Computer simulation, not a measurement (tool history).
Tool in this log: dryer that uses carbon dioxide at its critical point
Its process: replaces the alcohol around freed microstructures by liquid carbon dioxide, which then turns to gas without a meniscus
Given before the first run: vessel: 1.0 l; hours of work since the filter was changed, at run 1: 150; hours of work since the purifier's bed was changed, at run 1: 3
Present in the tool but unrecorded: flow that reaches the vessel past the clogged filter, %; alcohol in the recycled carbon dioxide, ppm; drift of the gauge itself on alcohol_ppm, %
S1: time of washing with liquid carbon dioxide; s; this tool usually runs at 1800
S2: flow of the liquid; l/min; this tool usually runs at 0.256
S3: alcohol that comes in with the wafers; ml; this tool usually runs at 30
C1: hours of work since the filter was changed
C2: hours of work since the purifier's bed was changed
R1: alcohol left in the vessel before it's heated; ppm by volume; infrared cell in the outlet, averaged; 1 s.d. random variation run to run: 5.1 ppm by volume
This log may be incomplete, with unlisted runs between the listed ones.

run	day	S1	S2	S3	C1	C2	R1
1	0	1800	0.256	30	150	3	87
2	0.254	1800	0.256	30	152	5	92
3	0.412	1800	0.256	30	153	6	97
4	0.654	1800	0.256	30	155	8	94
5	1.025	1800	0.256	30	157	11	94
6	1.304	1800	0.256	30	159	13	92
7	1.5	1800	0.256	30	161	14	106
8	1.788	1800	0.256	30	163	17	93
9	1.983	1800	0.256	30	165	18	97
10	2.171	1800	0.256	30	166	19	89
11	2.408	1800	0.256	30	168	21	100
12	2.588	1800	0.256	30	169	23	90
13	2.85	1800	0.256	30	171	25	99
14	3.129	1800	0.256	30	173	27	104
15	3.454	1800	0.256	38	176	29	115
16	3.629	1800	0.256	38	177	30	118
17	3.896	1800	0.256	38	179	32	129
18	4.233	1800	0.256	38	181	35	126
19	4.575	1800	0.256	38	184	37	132
20	4.942	1800	0.256	38	187	40	137
21	5.121	1800	0.256	39	188	42	140
22	5.417	1920	0.296	30	190	44	36
23	5.679	1260	0.256	74	192	46	1284
24	5.833	1800	0.163	25	193	47	661
25	6.075	2100	0.37	30	195	49	23
26	6.375	2340	0.174	30	197	51	212
27	6.562	2340	0.313	95	199	52	33
28	6.808	2340	0.313	95	201	54	33
29	7.008	2340	0.313	95	202	56	25
30	7.2	2340	0.313	95	204	57	35
31	7.442	2340	0.174	63	205	59	426
32	7.708	2340	0.174	63	207	61	424
33	7.942	2340	0.225	93	209	63	151
34	8.196	2340	0.225	93	211	65	150
35	8.562	1140	0.225	93	214	67	3740
36	8.808	2280	0.314	70	216	69	27
37	9.171	1260	0.314	33	218	72	247
38	9.521	2640	0.2	63	221	74	108
39	9.775	1620	0.225	20	223	76	231
40	10.071	1500	0.231	55	225	79	756
41	10.312	1380	0.158	51	227	80	3578
42	10.55	1080	0.216	95	229	82	5283

Here are 4 independent what-if runs from the current tool condition. What would each one return?
A	10.742	2280	0.313	46	230	84	?
B	10.742	1800	0.196	58	230	84	?
C	10.742	1800	0.256	109	230	84	?
D	10.742	2040	0.178	40	230	84	?

run	R1
A	35
B	774
C	377
D	492
Had the tool no hidden state, the same runs would have come out as:
run	R1
A	9
B	546
C	234
D	338
